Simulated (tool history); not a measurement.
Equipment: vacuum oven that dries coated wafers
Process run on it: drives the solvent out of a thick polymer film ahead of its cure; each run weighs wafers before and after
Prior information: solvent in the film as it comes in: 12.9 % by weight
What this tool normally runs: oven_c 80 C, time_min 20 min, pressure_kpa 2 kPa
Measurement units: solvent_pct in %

| run | hour | oven_c | time_min | pressure_kpa | solvent_pct |
|---|---|---|---|---|---|
| 1 | 0 | 80 | 20 | 2 | 2.56 |
| 2 | 45 | 80 | 20 | 2 | 2.58 |
| 3 | 83.2 | 80 | 20 | 2 | 2.58 |
| 4 | 125.5 | 80 | 20 | 2 | 2.53 |
| 5 | 192.3 | 78 | 20 | 2 | 2.92 |
| 6 | 253.5 | 78 | 20 | 2 | 2.85 |
| 7 | 316.8 | 80 | 20 | 2.61 | 3.02 |
| 8 | 347.6 | 80 | 20 | 2.61 | 3.14 |
| 9 | 403.4 | 80 | 20 | 2 | 2.6 |
| 10 | 442.1 | 80 | 20 | 2 | 2.53 |
| 11 | 498.9 | 80 | 20 | 2 | 2.63 |
| 12 | 566.5 | 80 | 20 | 2 | 2.61 |
| 13 | 638.6 | 80 | 15 | 2 | 3.12 |
| 14 | 703.4 | 80 | 20 | 2 | 2.64 |
| 15 | 767.5 | 80 | 19 | 2 | 2.67 |
| 16 | 822.5 | 80 | 19 | 2 | 2.7 |
| 17 | 885.5 | 89 | 20 | 2 | 1.6 |
| 18 | 923.8 | 89 | 20 | 2 | 1.61 |
| 19 | 994 | 89 | 20 | 2 | 1.54 |
| 20 | 1063.4 | 89 | 20 | 2 | 1.66 |
| 21 | 1104 | 80 | 20 | 5.71 | 5.53 |
| 22 | 1154.9 | 80 | 20 | 5.71 | 5.43 |
| 23 | 1203.6 | 80 | 20 | 5.71 | 5.55 |
| 24 | 1244.1 | 80 | 20 | 5.71 | 5.38 |
| 25 | 1295.9 | 67 | 20 | 5.03 | 8.61 |
| 26 | 1371.1 | 89 | 29 | 5.03 | 3.28 |
| 27 | 1419.3 | 92 | 13 | 5.67 | 3.6 |
| 28 | 1472.1 | 92 | 13 | 5.67 | 3.54 |
| 29 | 1518.3 | 70 | 13 | 4.81 | 8.15 |
| 30 | 1582.8 | 75 | 35 | 1.33 | 2.24 |
| 31 | 1648.3 | 82 | 20 | 5.19 | 4.63 |
| 32 | 1679.2 | 77 | 14 | 5.22 | 6.4 |
| 33 | 1751.5 | 77 | 14 | 5.22 | 6.47 |
| 34 | 1805.3 | 80 | 19 | 2 | 2.84 |
| 35 | 1863.6 | 69 | 29 | 2 | 4.1 |
| 36 | 1904.3 | 75 | 14 | 2 | 4.3 |
| 37 | 1941.9 | 87 | 11 | 1.42 | 2.47 |
| 38 | 1975.7 | 77 | 11 | 1.21 | 4.09 |
| 39 | 2024.8 | 77 | 11 | 1.21 | 3.93 |
| 40 | 2086.1 | 74 | 20 | 2 | 3.76 |
| 41 | 2130 | 74 | 20 | 2 | 3.76 |
| 42 | 2175 | 66 | 18 | 2.77 | 6.69 |
| 43 | 2249.8 | 66 | 27 | 2.77 | 5.95 |
| 44 | 2313.5 | 66 | 27 | 2.77 | 5.82 |
| 45 | 2353.8 | 87 | 14 | 5.92 | 4.51 |
| 46 | 2408.3 | 87 | 14 | 5.92 | 4.42 |

Results per run with the tool's hidden condition removed, run-to-run variation unchanged:
Unlogged tool condition in this case: true wafer temperature over the reading, C; true pressure over the reading, kPa; drift of the gauge itself on solvent_pct, %.
| run | solvent_pct |
|---|---|
| 1 | 2.25 |
| 2 | 2.27 |
| 3 | 2.26 |
| 4 | 2.21 |
| 5 | 2.57 |
| 6 | 2.51 |
| 7 | 2.7 |
| 8 | 2.81 |
| 9 | 2.26 |
| 10 | 2.19 |
| 11 | 2.29 |
| 12 | 2.27 |
| 13 | 2.82 |
| 14 | 2.28 |
| 15 | 2.32 |
| 16 | 2.35 |
| 17 | 1.31 |
| 18 | 1.32 |
| 19 | 1.24 |
| 20 | 1.35 |
| 21 | 5.25 |
| 22 | 5.15 |
| 23 | 5.27 |
| 24 | 5.1 |
| 25 | 8.18 |
| 26 | 3 |
| 27 | 3.44 |
| 28 | 3.37 |
| 29 | 7.85 |
| 30 | 1.61 |
| 31 | 4.35 |
| 32 | 6.16 |
| 33 | 6.23 |
| 34 | 2.43 |
| 35 | 3.41 |
| 36 | 3.94 |
| 37 | 2.23 |
| 38 | 3.79 |
| 39 | 3.64 |
| 40 | 3.27 |
| 41 | 3.25 |
| 42 | 6.16 |
| 43 | 5.26 |
| 44 | 5.13 |
| 45 | 4.36 |
| 46 | 4.27 |
